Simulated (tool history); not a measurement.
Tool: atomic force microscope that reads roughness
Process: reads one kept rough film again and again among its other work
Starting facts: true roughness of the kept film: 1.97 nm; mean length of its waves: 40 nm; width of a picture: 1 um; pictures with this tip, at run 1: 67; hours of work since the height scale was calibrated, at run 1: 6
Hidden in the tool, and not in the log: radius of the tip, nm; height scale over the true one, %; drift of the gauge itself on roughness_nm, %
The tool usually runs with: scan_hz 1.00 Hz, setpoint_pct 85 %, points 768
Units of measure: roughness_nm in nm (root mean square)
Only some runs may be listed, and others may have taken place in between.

| run | hour | scan_hz | setpoint_pct | points | pictures with this tip | hours of work since the height scale was calibrated | roughness_nm |
|---|---|---|---|---|---|---|---|
| 1 | 0.0 | 1.00 | 85 | 768 | 67 | 6 | 1.736 |
| 2 | 9.3 | 1.00 | 85 | 768 | 76 | 10 | 1.726 |
| 3 | 19.5 | 1.00 | 85 | 768 | 85 | 14 | 1.721 |
| 4 | 34.8 | 1.00 | 67 | 768 | 100 | 21 | 1.732 |
| 5 | 42.6 | 1.33 | 67 | 768 | 107 | 24 | 1.703 |
| 6 | 49.6 | 1.00 | 85 | 768 | 114 | 27 | 1.676 |
| 7 | 56.2 | 1.00 | 85 | 498 | 120 | 30 | 1.668 |
| 8 | 66.4 | 2.93 | 85 | 498 | 130 | 34 | 1.565 |
| 9 | 77.1 | 2.93 | 85 | 498 | 140 | 39 | 1.533 |
| 10 | 87.5 | 2.03 | 85 | 498 | 150 | 44 | 1.587 |
| 11 | 93.8 | 1.00 | 85 | 768 | 156 | 46 | 1.630 |
| 12 | 101.9 | 1.00 | 85 | 768 | 163 | 50 | 1.630 |
| 13 | 116.0 | 1.00 | 85 | 768 | 177 | 56 | 1.621 |
| 14 | 129.2 | 1.00 | 85 | 768 | 189 | 62 | 1.594 |
| 15 | 137.1 | 1.00 | 85 | 987 | 197 | 65 | 1.584 |
|  | 141.3 | new tip fitted |
| 16 | 151.7 | 1.00 | 85 | 987 | 10 | 71 | 1.798 |
| 17 | 166.4 | 1.00 | 60 | 768 | 24 | 78 | 1.809 |
| 18 | 177.5 | 1.00 | 60 | 768 | 34 | 83 | 1.804 |
| 19 | 190.5 | 0.72 | 85 | 768 | 47 | 88 | 1.752 |
| 20 | 199.9 | 0.72 | 85 | 768 | 56 | 92 | 1.765 |
| 21 | 213.7 | 2.35 | 85 | 376 | 69 | 98 | 1.642 |
| 22 | 228.5 | 2.35 | 85 | 376 | 83 | 105 | 1.622 |
| 23 | 241.5 | 0.58 | 60 | 674 | 95 | 110 | 1.747 |
| 24 | 254.4 | 1.02 | 60 | 283 | 107 | 116 | 1.716 |
| 25 | 263.7 | 1.02 | 60 | 283 | 116 | 120 | 1.711 |
| 26 | 275.3 | 3.12 | 76 | 958 | 127 | 125 | 1.594 |
| 27 | 288.9 | 1.14 | 85 | 684 | 140 | 131 | 1.637 |
| 28 | 295.2 | 0.77 | 86 | 553 | 146 | 134 | 1.654 |
| 29 | 309.5 | 0.77 | 86 | 553 | 159 | 140 | 1.647 |
| 30 | 319.3 | 0.77 | 86 | 553 | 169 | 144 | 1.627 |
| 31 | 325.9 | 0.51 | 68 | 353 | 175 | 147 | 1.656 |
| 32 | 339.1 | 0.51 | 68 | 353 | 187 | 153 | 1.627 |
| 33 | 350.6 | 2.60 | 85 | 768 | 198 | 158 | 1.505 |
|  | 352.5 | new tip fitted |
| 34 | 361.7 | 1.33 | 85 | 269 | 8 | 162 | 1.755 |
| 35 | 375.1 | 2.95 | 58 | 511 | 21 | 168 | 1.788 |
| 36 | 382.6 | 2.95 | 58 | 511 | 28 | 172 | 1.797 |
| 37 | 389.2 | 2.95 | 58 | 511 | 34 | 174 | 1.780 |
| 38 | 402.5 | 2.95 | 58 | 511 | 47 | 180 | 1.770 |
| 39 | 409.7 | 1.00 | 68 | 768 | 54 | 183 | 1.766 |
| 40 | 420.9 | 1.00 | 80 | 264 | 64 | 188 | 1.723 |

For each run, the measured value with the value that run would have given without the tool's hidden condition subtracted. The run-to-run variation is shared by both, the gauge scatter possibly not:
| run | roughness_nm |
|---|---|
| 1 | -0.082 |
| 2 | -0.092 |
| 3 | -0.102 |
| 4 | -0.121 |
| 5 | -0.127 |
| 6 | -0.133 |
| 7 | -0.139 |
| 8 | -0.140 |
| 9 | -0.149 |
| 10 | -0.165 |
| 11 | -0.177 |
| 12 | -0.184 |
| 13 | -0.198 |
| 14 | -0.209 |
| 15 | -0.217 |
| 16 | -0.021 |
| 17 | -0.040 |
| 18 | -0.053 |
| 19 | -0.066 |
| 20 | -0.078 |
| 21 | -0.086 |
| 22 | -0.100 |
| 23 | -0.123 |
| 24 | -0.135 |
| 25 | -0.144 |
| 26 | -0.147 |
| 27 | -0.165 |
| 28 | -0.175 |
| 29 | -0.188 |
| 30 | -0.198 |
| 31 | -0.209 |
| 32 | -0.219 |
| 33 | -0.214 |
| 34 | -0.026 |
| 35 | -0.042 |
| 36 | -0.050 |
| 37 | -0.056 |
| 38 | -0.071 |
| 39 | -0.079 |
| 40 | -0.089 |
